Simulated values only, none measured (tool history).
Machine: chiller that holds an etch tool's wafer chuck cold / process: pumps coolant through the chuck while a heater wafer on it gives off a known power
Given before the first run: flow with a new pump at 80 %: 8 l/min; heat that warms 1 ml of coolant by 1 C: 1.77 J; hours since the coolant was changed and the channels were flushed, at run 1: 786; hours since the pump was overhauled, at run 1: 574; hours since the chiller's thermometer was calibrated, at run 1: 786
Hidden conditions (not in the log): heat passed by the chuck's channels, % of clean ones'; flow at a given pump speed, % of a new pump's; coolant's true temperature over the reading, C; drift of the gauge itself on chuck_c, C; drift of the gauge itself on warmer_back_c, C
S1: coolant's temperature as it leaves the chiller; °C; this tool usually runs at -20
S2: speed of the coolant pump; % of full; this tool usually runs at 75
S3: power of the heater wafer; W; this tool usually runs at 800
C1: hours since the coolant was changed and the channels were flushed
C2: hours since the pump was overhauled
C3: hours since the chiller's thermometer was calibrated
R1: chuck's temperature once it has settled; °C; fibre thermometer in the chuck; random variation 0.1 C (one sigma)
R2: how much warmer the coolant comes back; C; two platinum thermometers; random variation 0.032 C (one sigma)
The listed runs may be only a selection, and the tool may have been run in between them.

run,hour,S1,S2,S3,C1,C2,C3,R1,R2
1,0,-20,75,800,786,574,786,-10.4,3.64
2,41.7,-20,75,800,828,615,828,-10.5,3.6
3,90.5,-20,72,800,877,664,877,-10.2,3.79
4,127.6,-20,72,800,914,701,914,-10.1,3.74
5,164.1,-20,75,800,951,738,951,-10.5,3.54
6,187.3,-20,75,800,974,761,974,-10.3,3.51
7,225.8,-20,75,800,1012,799,1012,-10.3,3.52
8,255.8,-20,75,800,1042,829,1042,-10.4,3.51
9,278.9,-20,75,800,1065,853,1065,-10.4,3.55
10,303.7,-20,75,800,1090,877,1090,-10.5,3.51
11,342.5,-20,75,800,1129,916,1129,-10.4,3.49
12,374.3,-12,75,800,1161,948,1161,-2.4,3.42
13,420.6,-12,75,800,1207,994,1207,-2.3,3.39
14,449.5,-20,75,800,1236,1023,1236,-10.6,3.35
15,471.9,-20,75,800,1258,1045,1258,-10.3,3.45
16,497.3,-20,75,800,1284,1071,1284,-10.4,3.34
17,530.3,-20,61,706,1317,1104,1317,-9.9,3.78
# hour 545.9: gauge calibrated
18,559.1,-26,71,844,1346,1133,1346,-15.4,4.11
19,610.3,-13,71,1073,1397,1184,1397,0.5,5.15
20,661.9,-20,81,800,1448,1236,1448,-11.1,3.24
21,709,-13,88,682,1495,1283,1495,-5.8,2.53
22,734,-13,88,682,1520,1308,1520,-5.8,2.46
23,774.2,-16,89,1163,1561,1348,1561,-3.8,4.28
24,805.3,-20,72,1136,1592,1379,1592,-6,5.31
25,835.7,-27,100,512,1622,1409,1622,-22.1,1.52
26,870.3,-20,99,800,1657,1444,1657,-12.4,2.47
27,904.8,-16,85,1121,1691,1478,1691,-3.7,4.2
28,936.4,-20,73,800,1723,1510,1723,-10.1,3.56

Predict the results of run 29:
29,972.9,-20,91,1089,1759,1546,1759,?,?

{"run 29": {"R1": -9, "R2": 3.69}}
If the tool had no hidden condition, the same run with the same run-to-run variation would have returned R1 -9 °C, R2 3.95 C.
